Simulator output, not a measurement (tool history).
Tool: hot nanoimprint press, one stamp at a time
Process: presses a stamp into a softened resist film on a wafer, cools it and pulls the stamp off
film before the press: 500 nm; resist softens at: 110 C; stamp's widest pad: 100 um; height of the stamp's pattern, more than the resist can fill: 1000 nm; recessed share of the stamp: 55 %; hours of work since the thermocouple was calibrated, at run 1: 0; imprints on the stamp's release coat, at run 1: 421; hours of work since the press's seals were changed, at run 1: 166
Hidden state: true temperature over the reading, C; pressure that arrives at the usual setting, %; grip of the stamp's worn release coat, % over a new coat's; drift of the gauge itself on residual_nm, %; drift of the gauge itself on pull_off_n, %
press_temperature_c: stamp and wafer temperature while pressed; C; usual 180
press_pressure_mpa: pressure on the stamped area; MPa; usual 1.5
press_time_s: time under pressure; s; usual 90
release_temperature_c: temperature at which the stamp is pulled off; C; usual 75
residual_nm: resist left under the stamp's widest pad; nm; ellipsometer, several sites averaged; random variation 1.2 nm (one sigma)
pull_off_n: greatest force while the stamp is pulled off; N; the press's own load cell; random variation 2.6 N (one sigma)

run   hour  press_temperature_c  press_pressure_mpa  press_time_s  release_temperature_c  hours of work since the thermocouple was calibrated  imprints on the stamp's release coat  hours of work since the press's seals were changed  residual_nm  pull_off_n
  1      0                  180                 1.5            90                     75                                                    0                                   421                                                 166          183         130
  2   12.5                  180                 1.5            90                     75                                                    9                                   479                                                 174        182.8         131
  3     22                  180                 1.7            90                     75                                                   16                                   523                                                 181        169.8         129
  4   41.7                  180                 1.7            90                     75                                                   30                                   615                                                 195        169.2         132
  5   63.6                  180                 1.5            90                     75                                                   46                                   716                                                 211        182.7         138
  6   75.5                  180                 1.5            90                     75                                                   54                                   771                                                 220        180.5         134
  7   94.2                  180                 1.5            90                     75                                                   68                                   858                                                 233        181.2         139
  8  106.4                  180                2.26            90                     75                                                   77                                   915                                                 242        142.6         134
  9  120.3                  180                2.26            90                     75                                                   87                                   979                                                 252        144.6         140
 10  131.4                  180                 1.5            90                     75                                                   94                                  1031                                                 260        180.8         144
     135.9  -- plate thermocouple calibrated
 11  153.5                  180                 1.5            90                     75                                                   13                                  1120                                                 273        179.4         142
 12  173.9                  190                 1.5            90                     80                                                   27                                  1214                                                 288        114.5         123
 13  185.1                  169                1.74            75                     74                                                   35                                  1266                                                 296        287.6         148
 14  200.9                  169                1.74            75                     74                                                   47                                  1339                                                 307        285.6         144
     216.1  -- plate thermocouple calibrated, once more
 15    221                  183                1.07            60                     74                                                    4                                  1419                                                 319        224.3         152
 16  238.9                  180                1.73            90                     75                                                   16                                  1502                                                 332        168.8         147
 17  255.5                  180                   2           112                     60                                                   28                                  1578                                                 344        142.3         211
     267.2  -- stamp cleaned and given a new release coat
 18  277.6                  172                 1.5           161                     75                                                   40                                    48                                                 356        220.8         124
 19  293.4                  172                 1.5           161                     75                                                   51                                   121                                                 367        221.6         124
 20  315.5                  184                1.54            90                     79                                                   67                                   224                                                 383          148         115
 21    336                  190                1.48            90                     75                                                   81                                   319                                                 397        117.2         127
 22  353.5                  190                1.48            90                     75                                                   94                                   400                                                 410        115.4         130

Forecast each of these 3 alternatives for the next run:
  A  370.1                  190                2.06            90                     77                                                  106                                   477                                                 422            ?           ?
  B  370.1                  180                 1.5           151                     75                                                  106                                   477                                                 422            ?           ?
  C  370.1                  190                1.48            90                     70                                                  106                                   477                                                 422            ?           ?

run  residual_nm  pull_off_n
  A         96.1         120
  B        150.7         125
  C        116.2         147
Without the tool's hidden state the same runs would have given:
run  residual_nm  pull_off_n
  A         96.2         113
  B        152.3         118
  C        117.1         138

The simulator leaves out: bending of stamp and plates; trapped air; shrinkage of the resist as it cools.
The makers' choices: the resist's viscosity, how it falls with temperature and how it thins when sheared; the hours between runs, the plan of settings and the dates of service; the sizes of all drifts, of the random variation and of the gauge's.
